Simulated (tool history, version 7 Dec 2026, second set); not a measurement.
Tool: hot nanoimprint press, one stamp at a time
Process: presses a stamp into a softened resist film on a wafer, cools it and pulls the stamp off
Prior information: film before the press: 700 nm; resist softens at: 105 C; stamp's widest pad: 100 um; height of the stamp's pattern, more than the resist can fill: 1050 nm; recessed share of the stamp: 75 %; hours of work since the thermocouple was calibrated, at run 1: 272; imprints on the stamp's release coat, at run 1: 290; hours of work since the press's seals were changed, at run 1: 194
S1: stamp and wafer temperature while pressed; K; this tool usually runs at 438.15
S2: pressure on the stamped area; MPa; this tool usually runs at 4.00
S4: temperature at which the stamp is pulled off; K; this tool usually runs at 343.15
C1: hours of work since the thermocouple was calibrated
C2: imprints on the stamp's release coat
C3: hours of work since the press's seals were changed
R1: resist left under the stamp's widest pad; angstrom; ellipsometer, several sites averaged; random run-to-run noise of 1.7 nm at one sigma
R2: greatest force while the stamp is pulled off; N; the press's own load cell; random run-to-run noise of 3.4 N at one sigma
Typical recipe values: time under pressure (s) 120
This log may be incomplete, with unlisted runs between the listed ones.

{"run": 1, "hour": 0.0, "S1": 438.15, "S2": 4.0, "time under pressure (s)": 120, "S4": 343.15, "C1": 272, "C2": 290, "C3": 194, "R1": 2879, "R2": 189}
{"run": 2, "hour": 59.2, "S1": 438.15, "S2": 4.0, "time under pressure (s)": 120, "S4": 343.15, "C1": 319, "C2": 501, "C3": 241, "R1": 2893, "R2": 197}
{"run": 3, "hour": 112.5, "S1": 438.15, "S2": 4.0, "time under pressure (s)": 61, "S4": 343.15, "C1": 362, "C2": 690, "C3": 283, "R1": 3780, "R2": 213}
{"hour": 127.7, "done": "plate thermocouple calibrated"}
{"run": 4, "hour": 150.1, "S1": 438.15, "S2": 4.0, "time under pressure (s)": 61, "S4": 343.15, "C1": 18, "C2": 813, "C3": 310, "R1": 3761, "R2": 223}
{"run": 5, "hour": 200.9, "S1": 438.15, "S2": 4.0, "time under pressure (s)": 61, "S4": 343.15, "C1": 58, "C2": 994, "C3": 351, "R1": 3825, "R2": 242}
{"hour": 239.9, "done": "plate thermocouple calibrated, once more"}
{"run": 6, "hour": 243.8, "S1": 438.15, "S2": 4.0, "time under pressure (s)": 61, "S4": 347.15, "C1": 3, "C2": 1136, "C3": 382, "R1": 3616, "R2": 208}
{"run": 7, "hour": 298.2, "S1": 438.15, "S2": 4.0, "time under pressure (s)": 120, "S4": 343.15, "C1": 46, "C2": 1330, "C3": 426, "R1": 2793, "R2": 250}
{"hour": 325.9, "done": "stamp cleaned and given a new release coat"}
{"run": 8, "hour": 349.2, "S1": 438.15, "S2": 4.0, "time under pressure (s)": 120, "S4": 343.15, "C1": 82, "C2": 82, "C3": 461, "R1": 2831, "R2": 173}
{"run": 9, "hour": 416.8, "S1": 438.15, "S2": 4.0, "time under pressure (s)": 120, "S4": 343.15, "C1": 136, "C2": 323, "C3": 515, "R1": 2916, "R2": 187}
{"run": 10, "hour": 468.6, "S1": 438.15, "S2": 3.15, "time under pressure (s)": 120, "S4": 343.15, "C1": 177, "C2": 507, "C3": 556, "R1": 3273, "R2": 199}
{"run": 11, "hour": 503.7, "S1": 438.15, "S2": 4.0, "time under pressure (s)": 118, "S4": 343.15, "C1": 205, "C2": 632, "C3": 584, "R1": 2952, "R2": 207}
{"run": 12, "hour": 548.4, "S1": 438.15, "S2": 4.0, "time under pressure (s)": 118, "S4": 338.15, "C1": 240, "C2": 791, "C3": 619, "R1": 2949, "R2": 250}
{"hour": 599.5, "done": "press's hydraulic seals changed and the load cell set to zero"}
{"run": 13, "hour": 614.8, "S1": 433.15, "S2": 4.0, "time under pressure (s)": 120, "S4": 343.15, "C1": 286, "C2": 999, "C3": 12, "R1": 3903, "R2": 231}
{"run": 14, "hour": 681.4, "S1": 433.15, "S2": 4.0, "time under pressure (s)": 120, "S4": 343.15, "C1": 339, "C2": 1236, "C3": 65, "R1": 3905, "R2": 252}
{"hour": 724.1, "done": "plate thermocouple calibrated"}
{"hour": 740.8, "done": "stamp cleaned and given a new release coat"}
{"run": 15, "hour": 756.0, "S1": 433.15, "S2": 4.0, "time under pressure (s)": 120, "S4": 343.15, "C1": 21, "C2": 54, "C3": 117, "R1": 3801, "R2": 165}
{"run": 16, "hour": 794.3, "S1": 432.15, "S2": 4.0, "time under pressure (s)": 104, "S4": 343.15, "C1": 51, "C2": 190, "C3": 147, "R1": 4214, "R2": 177}
{"run": 17, "hour": 864.4, "S1": 433.15, "S2": 6.26, "time under pressure (s)": 120, "S4": 341.15, "C1": 107, "C2": 439, "C3": 203, "R1": 3235, "R2": 200}
{"run": 18, "hour": 929.9, "S1": 435.15, "S2": 4.51, "time under pressure (s)": 222, "S4": 336.15, "C1": 159, "C2": 673, "C3": 255, "R1": 2571, "R2": 239}
{"run": 19, "hour": 967.4, "S1": 435.15, "S2": 4.51, "time under pressure (s)": 222, "S4": 336.15, "C1": 188, "C2": 806, "C3": 285, "R1": 2604, "R2": 271}
{"run": 20, "hour": 1007.1, "S1": 435.15, "S2": 4.51, "time under pressure (s)": 222, "S4": 336.15, "C1": 220, "C2": 947, "C3": 316, "R1": 2633, "R2": 273}
{"run": 21, "hour": 1063.2, "S1": 429.15, "S2": 4.0, "time under pressure (s)": 120, "S4": 349.15, "C1": 264, "C2": 1147, "C3": 361, "R1": 4796, "R2": 199}
{"run": 22, "hour": 1097.6, "S1": 429.15, "S2": 4.0, "time under pressure (s)": 120, "S4": 349.15, "C1": 292, "C2": 1269, "C3": 388, "R1": 4855, "R2": 212}
{"run": 23, "hour": 1135.0, "S1": 429.15, "S2": 4.0, "time under pressure (s)": 120, "S4": 349.15, "C1": 321, "C2": 1402, "C3": 418, "R1": 4875, "R2": 216}
{"hour": 1145.2, "done": "stamp cleaned and given a new release coat"}
{"run": 24, "hour": 1175.9, "S1": 429.15, "S2": 4.0, "time under pressure (s)": 120, "S4": 349.15, "C1": 349, "C2": 109, "C3": 445, "R1": 4902, "R2": 142}
{"hour": 1208.8, "done": "plate thermocouple calibrated"}
{"run": 25, "hour": 1251.4, "S1": 429.15, "S2": 6.0, "time under pressure (s)": 77, "S4": 328.15, "C1": 34, "C2": 367, "C3": 503, "R1": 4752, "R2": 260}
{"run": 26, "hour": 1291.6, "S1": 442.15, "S2": 6.0, "time under pressure (s)": 77, "S4": 328.15, "C1": 66, "C2": 510, "C3": 535, "R1": 2284, "R2": 278}
{"run": 27, "hour": 1322.3, "S1": 438.15, "S2": 4.0, "time under pressure (s)": 119, "S4": 343.15, "C1": 90, "C2": 619, "C3": 559, "R1": 2938, "R2": 199}
{"run": 28, "hour": 1358.2, "S1": 431.15, "S2": 6.14, "time under pressure (s)": 195, "S4": 340.15, "C1": 118, "C2": 747, "C3": 588, "R1": 3128, "R2": 232}
{"run": 29, "hour": 1387.4, "S1": 432.15, "S2": 6.38, "time under pressure (s)": 141, "S4": 334.15, "C1": 142, "C2": 851, "C3": 611, "R1": 3262, "R2": 272}

4 options for the next run, each taken on its own from the tool as it stands now. Forecast them:
{"hour": 1443.9, "done": "press's hydraulic seals changed and the load cell set to zero"}
{"run": "A", "hour": 1454.6, "S1": 438.15, "S2": 4.0, "time under pressure (s)": 120, "S4": 335.15, "C1": 189, "C2": 1061, "C3": 8, "R1": "?", "R2": "?"}
{"hour": 1443.9, "done": "press's hydraulic seals changed and the load cell set to zero"}
{"run": "B", "hour": 1454.6, "S1": 438.15, "S2": 4.51, "time under pressure (s)": 120, "S4": 343.15, "C1": 189, "C2": 1061, "C3": 8, "R1": "?", "R2": "?"}
{"hour": 1443.9, "done": "press's hydraulic seals changed and the load cell set to zero"}
{"run": "C", "hour": 1454.6, "S1": 432.15, "S2": 3.06, "time under pressure (s)": 233, "S4": 334.15, "C1": 189, "C2": 1061, "C3": 8, "R1": "?", "R2": "?"}
{"hour": 1443.9, "done": "press's hydraulic seals changed and the load cell set to zero"}
{"run": "D", "hour": 1454.6, "S1": 438.15, "S2": 3.64, "time under pressure (s)": 120, "S4": 343.15, "C1": 189, "C2": 1061, "C3": 8, "R1": "?", "R2": "?"}

run=A R1=2887 R2=297
run=B R1=2766 R2=230
run=C R1=3647 R2=298
run=D R1=3060 R2=255
With the hidden condition removed and each run's random variation left untouched, the same runs would have given:
run=A R1=2763 R2=205
run=B R1=2646 R2=159
run=C R1=3497 R2=207
run=D R1=2932 R2=176
